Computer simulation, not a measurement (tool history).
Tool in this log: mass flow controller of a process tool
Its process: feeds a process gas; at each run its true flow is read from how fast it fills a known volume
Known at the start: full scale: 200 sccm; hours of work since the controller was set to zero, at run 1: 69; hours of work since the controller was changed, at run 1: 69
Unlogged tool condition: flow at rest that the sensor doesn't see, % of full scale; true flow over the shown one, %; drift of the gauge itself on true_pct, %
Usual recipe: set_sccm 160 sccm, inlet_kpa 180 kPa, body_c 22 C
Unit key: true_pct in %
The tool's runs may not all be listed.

| run | hour | set_sccm | inlet_kpa | body_c | hours of work since the controller was set to zero | hours of work since the controller was changed | true_pct |
|---|---|---|---|---|---|---|---|
| 1 | 0 | 160 | 180 | 22 | 69 | 69 | 99.61 |
| 2 | 59.6 | 160 | 180 | 25 | 111 | 111 | 99.94 |
| 3 | 158.8 | 160 | 180 | 25 | 179 | 179 | 100.01 |
| 4 | 233.5 | 160 | 180 | 25 | 231 | 231 | 99.96 |
| 5 | 333.7 | 160 | 180 | 25 | 300 | 300 | 99.99 |
| 6 | 426.9 | 160 | 180 | 25 | 365 | 365 | 99.95 |
| 7 | 526.1 | 160 | 180 | 25 | 434 | 434 | 99.96 |
| 8 | 585.5 | 160 | 180 | 25 | 475 | 475 | 99.94 |
| 9 | 646.7 | 160 | 180 | 25 | 517 | 517 | 99.96 |
| 10 | 714.7 | 90 | 226 | 29 | 564 | 564 | 100.07 |
| 11 | 777.6 | 90 | 226 | 29 | 608 | 608 | 100.12 |
| 12 | 840.5 | 31 | 257 | 22 | 651 | 651 | 98.95 |
| 13 | 903.7 | 25 | 236 | 22 | 695 | 695 | 99.04 |
| 14 | 980.8 | 25 | 229 | 40 | 749 | 749 | 101.22 |
| 15 | 1081.4 | 160 | 216 | 23 | 818 | 818 | 99.55 |
| 16 | 1158 | 160 | 180 | 34 | 871 | 871 | 101.08 |

Predict each of these 5 candidate next runs independently; none follows another, all start after run 16:
| A | 1227.1 | 123 | 146 | 20 | 919 | 919 | ? |
| B | 1227.1 | 182 | 180 | 26 | 919 | 919 | ? |
| C | 1227.1 | 160 | 150 | 34 | 919 | 919 | ? |
| D | 1227.1 | 160 | 261 | 34 | 919 | 919 | ? |
| E | 1227.1 | 142 | 184 | 34 | 919 | 919 | ? |

| run | true_pct |
|---|---|
| A | 99.41 |
| B | 100.14 |
| C | 101.14 |
| D | 100.71 |
| E | 100.96 |
Stripped of hidden state, with their random variation kept, the same runs would have yielded:
| run | true_pct |
|---|---|
| A | 99.41 |
| B | 100.14 |
| C | 101.14 |
| D | 100.71 |
| E | 100.96 |
